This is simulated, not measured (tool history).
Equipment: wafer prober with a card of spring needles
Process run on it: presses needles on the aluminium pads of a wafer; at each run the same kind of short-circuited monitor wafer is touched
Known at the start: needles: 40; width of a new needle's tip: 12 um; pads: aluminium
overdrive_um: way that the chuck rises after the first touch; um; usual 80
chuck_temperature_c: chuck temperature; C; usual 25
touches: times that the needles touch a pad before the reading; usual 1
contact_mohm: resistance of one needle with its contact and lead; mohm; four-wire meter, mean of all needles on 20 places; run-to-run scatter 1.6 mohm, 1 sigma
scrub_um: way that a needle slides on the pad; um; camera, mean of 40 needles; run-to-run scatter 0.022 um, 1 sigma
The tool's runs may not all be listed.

run,hour,overdrive_um,chuck_temperature_c,touches,contact_mohm,scrub_um
1,0,80,25,1,178,15.35
2,19.3,80,25,1,173,15.35
3,48.8,80,25,1,200,15.33
4,78.6,74,25,1,199,14.17
5,100.5,74,25,1,205,14.14
6,129,74,25,1,193,14.15
7,148.5,74,25,1,193,14.1
8,163.1,80,35,1,186,15.2
9,179.8,80,25,1,177,15.22
10,196,80,25,1,169,15.2
11,214.5,80,25,1,176,15.25
12,241.3,80,25,1,196,15.21
13,254.1,80,25,1,186,15.19
14,274.4,80,25,1,196,15.02
15,299.1,80,25,2,156,15.04
16,315.8,80,25,2,182,15.07
17,331.1,80,89,2,189,15.02
18,360.4,80,72,1,189,15.04
19,386.5,65,116,1,227,12.16
20,416.7,80,56,1,192,15.37
21,435,87,30,2,173,16.72
22,450.2,87,30,2,167,16.68
23,463.5,87,50,2,165,16.66
24,487,62,25,3,172,11.88
25,506.3,62,25,3,173,11.9
26,524.5,71,25,2,182,13.54
27,543,71,25,2,182,13.54
28,558.5,84,25,2,174,16.05
29,573,81,94,1,189,15.51
30,592.2,81,94,1,190,15.47
31,609.9,77,50,1,187,14.67
32,624.6,77,50,1,172,14.67

Taken out of this log: 37 entries between the listed runs. Where each belongs, and how the hidden state differs across it:
After run 1, before run 2: tips cleaned on abrasive film (hour 14.4)
  debris on the tips, nm: 44.4 -> 42.8; way that the needles fall short of the set height, um: 0.22 -> 0.27; tips' diameter, um: 13.02 -> 13.03
  measured minus no-state result, contact_mohm: +25 -> +24 mohm; scrub_um: -0.04 -> -0.06 um
After run 2, before run 3: tips cleaned on abrasive film (hour 32.9)
  debris on the tips, nm: 42.8 -> 82.6; way that the needles fall short of the set height, um: 0.27 -> 0.32; tips' diameter, um: 13.03 -> 13.05
  measured minus no-state result, contact_mohm: +24 -> +47 mohm; scrub_um: -0.06 -> -0.06 um
After run 3, before run 4: tips cleaned on abrasive film (hour 50.8); tips cleaned on abrasive film (hour 67.8)
  debris on the tips, nm: 82.6 -> 70.7; way that the needles fall short of the set height, um: 0.32 -> 0.42; tips' diameter, um: 13.05 -> 13.09
  measured minus no-state result, contact_mohm: +47 -> +45 mohm; scrub_um: -0.06 -> -0.08 um
After run 4, before run 5: tips cleaned on abrasive film (hour 84.9)
  debris on the tips, nm: 70.7 -> 82.9; way that the needles fall short of the set height, um: 0.42 -> 0.46; tips' diameter, um: 13.09 -> 13.1
  measured minus no-state result, contact_mohm: +45 -> +52 mohm; scrub_um: -0.08 -> -0.09 um
After run 5, before run 6: tips cleaned on abrasive film (hour 102.7); tips cleaned on abrasive film (hour 120.6)
  debris on the tips, nm: 82.9 -> 57.8; way that the needles fall short of the set height, um: 0.46 -> 0.58; tips' diameter, um: 13.1 -> 13.14
  measured minus no-state result, contact_mohm: +52 -> +37 mohm; scrub_um: -0.09 -> -0.11 um
After run 6, before run 7: tips cleaned on abrasive film (hour 138.8)
  debris on the tips, nm: 57.8 -> 65.7; way that the needles fall short of the set height, um: 0.58 -> 0.64; tips' diameter, um: 13.14 -> 13.16
  measured minus no-state result, contact_mohm: +37 -> +42 mohm; scrub_um: -0.11 -> -0.12 um
After run 7, before run 8: tips cleaned on abrasive film (hour 157.1)
  debris on the tips, nm: 65.7 -> 53.8; way that the needles fall short of the set height, um: 0.64 -> 0.69; tips' diameter, um: 13.16 -> 13.18
  measured minus no-state result, contact_mohm: +42 -> +31 mohm; scrub_um: -0.12 -> -0.13 um
After run 8, before run 9: tips cleaned on abrasive film (hour 175.5)
  debris on the tips, nm: 53.8 -> 41.7; way that the needles fall short of the set height, um: 0.69 -> 0.75; tips' diameter, um: 13.18 -> 13.2
  measured minus no-state result, contact_mohm: +31 -> +25 mohm; scrub_um: -0.13 -> -0.15 um
After run 9, before run 10: tips cleaned on abrasive film (hour 192.8)
  debris on the tips, nm: 41.7 -> 29.8; way that the needles fall short of the set height, um: 0.75 -> 0.79; tips' diameter, um: 13.2 -> 13.22
  measured minus no-state result, contact_mohm: +25 -> +18 mohm; scrub_um: -0.15 -> -0.15 um
After run 10, before run 11: tips cleaned on abrasive film (hour 209.8)
  debris on the tips, nm: 29.8 -> 44.1; way that the needles fall short of the set height, um: 0.79 -> 0.84; tips' diameter, um: 13.22 -> 13.23
  measured minus no-state result, contact_mohm: +18 -> +25 mohm; scrub_um: -0.15 -> -0.16 um
After run 11, before run 12: tips cleaned on abrasive film (hour 227.9)
  debris on the tips, nm: 44.1 -> 77.6; way that the needles fall short of the set height, um: 0.84 -> 0.89; tips' diameter, um: 13.23 -> 13.25
  measured minus no-state result, contact_mohm: +25 -> +45 mohm; scrub_um: -0.16 -> -0.17 um
After run 12, before run 13: tips cleaned on abrasive film (hour 245.6)
  debris on the tips, nm: 77.6 -> 56.4; way that the needles fall short of the set height, um: 0.89 -> 0.94; tips' diameter, um: 13.25 -> 13.27
  measured minus no-state result, contact_mohm: +45 -> +34 mohm; scrub_um: -0.17 -> -0.18 um
After run 13, before run 14: tips cleaned on abrasive film (hour 262.9); height of the first contact set anew (hour 266.5)
  debris on the tips, nm: 56.4 -> 70.8; way that the needles fall short of the set height, um: 0.94 -> 1.62; tips' diameter, um: 13.27 -> 13.28
  measured minus no-state result, contact_mohm: +34 -> +42 mohm; scrub_um: -0.18 -> -0.31 um
After run 14, before run 15: tips cleaned on abrasive film (hour 281.9); tips cleaned on abrasive film (hour 299.1)
  debris on the tips, nm: 70.8 -> 4.7; way that the needles fall short of the set height, um: 1.62 -> 1.76; tips' diameter, um: 13.28 -> 13.33
  measured minus no-state result, contact_mohm: +42 -> +2 mohm; scrub_um: -0.31 -> -0.34 um
After run 16, before run 17: tips cleaned on abrasive film (hour 317.2)
  debris on the tips, nm: 84.9 -> 77.6; way that the needles fall short of the set height, um: 1.76 -> 1.82; tips' diameter, um: 13.33 -> 13.35
  measured minus no-state result, contact_mohm: +30 -> +25 mohm; scrub_um: -0.34 -> -0.35 um
After run 17, before run 18: tips cleaned on abrasive film (hour 335.2); tips cleaned on abrasive film (hour 353.1)
  debris on the tips, nm: 77.6 -> 53.3; way that the needles fall short of the set height, um: 1.82 -> 1.94; tips' diameter, um: 13.35 -> 13.39
  measured minus no-state result, contact_mohm: +25 -> +29 mohm; scrub_um: -0.35 -> -0.37 um
After run 18, before run 19: tips cleaned on abrasive film (hour 371.3)
  debris on the tips, nm: 53.3 -> 79; way that the needles fall short of the set height, um: 1.94 -> 2.01; tips' diameter, um: 13.39 -> 13.42
  measured minus no-state result, contact_mohm: +29 -> +57 mohm; scrub_um: -0.37 -> -0.38 um
After run 19, before run 20: tips cleaned on abrasive film (hour 388.4); height of the first contact set anew, once more (hour 402.1); tips cleaned on abrasive film (hour 407.7)
  debris on the tips, nm: 79 -> 61.5; way that the needles fall short of the set height, um: 2.01 -> 0.07; tips' diameter, um: 13.42 -> 13.46
  measured minus no-state result, contact_mohm: +57 -> +34 mohm; scrub_um: -0.38 -> -0.01 um
After run 20, before run 21: tips cleaned on abrasive film (hour 425.6)
  debris on the tips, nm: 61.5 -> 66; way that the needles fall short of the set height, um: 0.07 -> 0.14; tips' diameter, um: 13.46 -> 13.48
  measured minus no-state result, contact_mohm: +34 -> +20 mohm; scrub_um: -0.01 -> -0.02 um
After run 21, before run 22: tips cleaned on abrasive film (hour 443.8)
  debris on the tips, nm: 66 -> 50.4; way that the needles fall short of the set height, um: 0.14 -> 0.19; tips' diameter, um: 13.48 -> 13.5
  measured minus no-state result, contact_mohm: +20 -> +16 mohm; scrub_um: -0.02 -> -0.04 um
After run 22, before run 23: tips cleaned on abrasive film (hour 461.7)
  debris on the tips, nm: 50.4 -> 20.4; way that the needles fall short of the set height, um: 0.19 -> 0.24; tips' diameter, um: 13.5 -> 13.52
  measured minus no-state result, contact_mohm: +16 -> +7 mohm; scrub_um: -0.04 -> -0.05 um
After run 23, before run 24: tips cleaned on abrasive film (hour 478.7)
  debris on the tips, nm: 20.4 -> 60.1; way that the needles fall short of the set height, um: 0.24 -> 0.29; tips' diameter, um: 13.52 -> 13.54
  measured minus no-state result, contact_mohm: +7 -> +19 mohm; scrub_um: -0.05 -> -0.05 um
After run 24, before run 25: tips cleaned on abrasive film (hour 498.1)
  debris on the tips, nm: 60.1 -> 56.4; way that the needles fall short of the set height, um: 0.29 -> 0.34; tips' diameter, um: 13.54 -> 13.56
  measured minus no-state result, contact_mohm: +19 -> +19 mohm; scrub_um: -0.05 -> -0.07 um
After run 25, before run 26: tips cleaned on abrasive film (hour 515.8)
  debris on the tips, nm: 56.4 -> 60.5; way that the needles fall short of the set height, um: 0.34 -> 0.4; tips' diameter, um: 13.56 -> 13.58
  measured minus no-state result, contact_mohm: +19 -> +26 mohm; scrub_um: -0.07 -> -0.07 um
After run 26, before run 27: tips cleaned on abrasive film (hour 533)
  debris on the tips, nm: 60.5 -> 62.5; way that the needles fall short of the set height, um: 0.4 -> 0.45; tips' diameter, um: 13.58 -> 13.6
  measured minus no-state result, contact_mohm: +26 -> +27 mohm; scrub_um: -0.07 -> -0.09 um
After run 27, before run 28: tips cleaned on abrasive film (hour 550.5)
  debris on the tips, nm: 62.5 -> 59.1; way that the needles fall short of the set height, um: 0.45 -> 0.51; tips' diameter, um: 13.6 -> 13.61
  measured minus no-state result, contact_mohm: +27 -> +20 mohm; scrub_um: -0.09 -> -0.1 um
After run 28, before run 29: tips cleaned on abrasive film (hour 568.2)
  debris on the tips, nm: 59.1 -> 44.6; way that the needles fall short of the set height, um: 0.51 -> 0.56; tips' diameter, um: 13.61 -> 13.63
  measured minus no-state result, contact_mohm: +20 -> +24 mohm; scrub_um: -0.1 -> -0.11 um
After run 29, before run 30: tips cleaned on abrasive film (hour 585.9)
  debris on the tips, nm: 44.6 -> 47.9; way that the needles fall short of the set height, um: 0.56 -> 0.6; tips' diameter, um: 13.63 -> 13.65
  measured minus no-state result, contact_mohm: +24 -> +25 mohm; scrub_um: -0.11 -> -0.12 um
After run 30, before run 31: tips cleaned on abrasive film (hour 603.4)
  debris on the tips, nm: 47.9 -> 50.5; way that the needles fall short of the set height, um: 0.6 -> 0.67; tips' diameter, um: 13.65 -> 13.67
  measured minus no-state result, contact_mohm: +25 -> +31 mohm; scrub_um: -0.12 -> -0.13 um
After run 31, before run 32: tips cleaned on abrasive film (hour 622.4)
  debris on the tips, nm: 50.5 -> 22.3; way that the needles fall short of the set height, um: 0.67 -> 0.73; tips' diameter, um: 13.67 -> 13.69
  measured minus no-state result, contact_mohm: +31 -> +14 mohm; scrub_um: -0.13 -> -0.14 um
